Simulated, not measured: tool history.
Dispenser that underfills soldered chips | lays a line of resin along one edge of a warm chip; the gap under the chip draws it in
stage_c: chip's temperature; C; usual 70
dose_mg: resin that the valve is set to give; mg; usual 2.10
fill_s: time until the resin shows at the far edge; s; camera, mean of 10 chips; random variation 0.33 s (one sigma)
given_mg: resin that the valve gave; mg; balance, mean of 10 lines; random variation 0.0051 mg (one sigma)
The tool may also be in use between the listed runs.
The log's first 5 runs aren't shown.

-- hour=30.3 new syringe of resin
run 6 hour=35.7 | stage_c=70 dose_mg=2.10 | fill_s=17.6 given_mg=2.064
run 7 hour=41.1 | stage_c=70 dose_mg=2.10 | fill_s=22.6 given_mg=2.061
-- hour=45.3 new syringe of resin
run 8 hour=48.6 | stage_c=70 dose_mg=2.03 | fill_s=16.4 given_mg=1.977
-- hour=54.6 dispensing valve cleaned and set on the balance
run 9 hour=56.8 | stage_c=70 dose_mg=2.03 | fill_s=22.9 given_mg=2.033
-- hour=60.9 new syringe of resin
run 10 hour=65.7 | stage_c=70 dose_mg=2.10 | fill_s=16.8 given_mg=2.095
run 11 hour=74.7 | stage_c=70 dose_mg=2.10 | fill_s=25.8 given_mg=2.079
-- hour=75.4 new syringe of resin
run 12 hour=82.5 | stage_c=70 dose_mg=2.10 | fill_s=19.2 given_mg=2.074
run 13 hour=86.5 | stage_c=55 dose_mg=2.10 | fill_s=38.6 given_mg=2.071
-- hour=90.1 new syringe of resin
run 14 hour=92.3 | stage_c=55 dose_mg=2.10 | fill_s=24.9 given_mg=2.059
run 15 hour=98.3 | stage_c=55 dose_mg=2.10 | fill_s=34.4 given_mg=2.068
run 16 hour=103.4 | stage_c=55 dose_mg=2.10 | fill_s=43.3 given_mg=2.061
-- hour=105.1 new syringe of resin
run 17 hour=109.9 | stage_c=70 dose_mg=2.10 | fill_s=17.2 given_mg=2.047
-- hour=119.1 dispensing valve cleaned and set on the balance
run 18 hour=119.1 | stage_c=75 dose_mg=2.53 | fill_s=20.7 given_mg=2.538
-- hour=121.1 new syringe of resin
run 19 hour=125.3 | stage_c=59 dose_mg=2.70 | fill_s=23.6 given_mg=2.697
run 20 hour=130.1 | stage_c=59 dose_mg=2.70 | fill_s=29.9 given_mg=2.697
-- hour=135.5 new syringe of resin
run 21 hour=137.5 | stage_c=56 dose_mg=2.63 | fill_s=22.9 given_mg=2.621
run 22 hour=145.2 | stage_c=68 dose_mg=2.14 | fill_s=23.1 given_mg=2.123
-- hour=150.1 new syringe of resin
run 23 hour=152.0 | stage_c=84 dose_mg=2.57 | fill_s=9.0 given_mg=2.539

The next listed run, before its measurement:
run 24 hour=159.5 | stage_c=65 dose_mg=2.44 | fill_s=? given_mg=?

{"run 24": {"fill_s": 24.7, "given_mg": 2.408}}
Without the tool's hidden state the same run would have given fill_s 16.5 s, given_mg 2.444 mg.
